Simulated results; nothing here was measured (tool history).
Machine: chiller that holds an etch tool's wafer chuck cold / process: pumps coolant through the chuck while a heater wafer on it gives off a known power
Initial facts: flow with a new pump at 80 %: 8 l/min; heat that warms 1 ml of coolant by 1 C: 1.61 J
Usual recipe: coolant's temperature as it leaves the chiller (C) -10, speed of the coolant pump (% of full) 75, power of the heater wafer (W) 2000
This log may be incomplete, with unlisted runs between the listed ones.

run,hour,coolant's temperature as it leaves the chiller (C),speed of the coolant pump (% of full),power of the heater wafer (W),chuck's temperature once it has settled (C),how much warmer the coolant comes back (C)
1,0,-10,75,2000,6.5,10.02
2,160.2,-10,75,2000,6.5,10.02
# hour 364: chiller's thermometer calibrated
3,364,-10,75,2000,6.4,9.97
4,469.5,-10,75,2000,6.6,9.94
5,564,-10,75,2000,6.4,9.97
6,671.7,-10,75,2000,6.5,9.95
7,827.9,-10,75,2000,6.3,9.9
8,1027.8,-10,75,2000,6.3,9.93
9,1158.9,-10,75,2000,6.5,9.92
10,1285.6,-10,75,2000,6.6,9.83
11,1442.6,-10,75,2000,6.5,9.81
12,1542.2,-10,75,2000,6.4,9.9
13,1665.5,-10,75,2000,6.4,9.85
14,1853.7,-10,75,2000,6.5,9.92
15,2005.8,-10,75,2000,6.4,9.85
16,2163.2,-10,71,1179,0.2,6.07
# hour 2286.6: coolant pump overhauled
17,2307.9,-10,88,1836,3.3,7.54
18,2435.6,-7,88,1099,1.1,4.5
19,2592.9,-1,88,2000,13.5,8.27
20,2798.5,-10,61,1233,2,7.46
21,2982.9,-10,61,1233,1.9,7.48
22,3181.4,-10,61,1233,1.9,7.41
# hour 3275.8: chiller's thermometer calibrated
23,3326.7,-13,88,2000,1.4,8.17
# hour 3425.5: coolant changed, channels flushed
# hour 3453.7: gauge calibrated
24,3478.9,-11,86,2000,3.7,8.66
25,3588.4,-13,71,2260,6.3,11.9
26,3762.1,-14,85,1115,-5.5,4.96
27,3914.8,-19,74,1201,-9.2,6.03
28,4069.6,-19,74,1201,-9.1,6.05
29,4193.6,-1,69,1201,9.7,6.51
30,4329.6,-15,94,2419,1.7,9.47

What if the next run were any one of these 4? Each begins from the tool's condition after run 30:
A,4434.4,-15,85,2419,?,?
B,4434.4,-15,69,2419,?,?
C,4434.4,-6,79,2419,?,?
D,4434.4,-10,93,2000,?,?

run,chuck's temperature once it has settled (C),how much warmer the coolant comes back (C)
A,3.1,10.49
B,6.2,13.12
C,13.2,11.41
D,3.8,7.88
Without the tool's unlogged condition, the same runs would have read:
run,chuck's temperature once it has settled (C),how much warmer the coolant comes back (C)
A,3.1,10.55
B,6.2,13.18
C,13.2,11.47
D,3.8,7.94
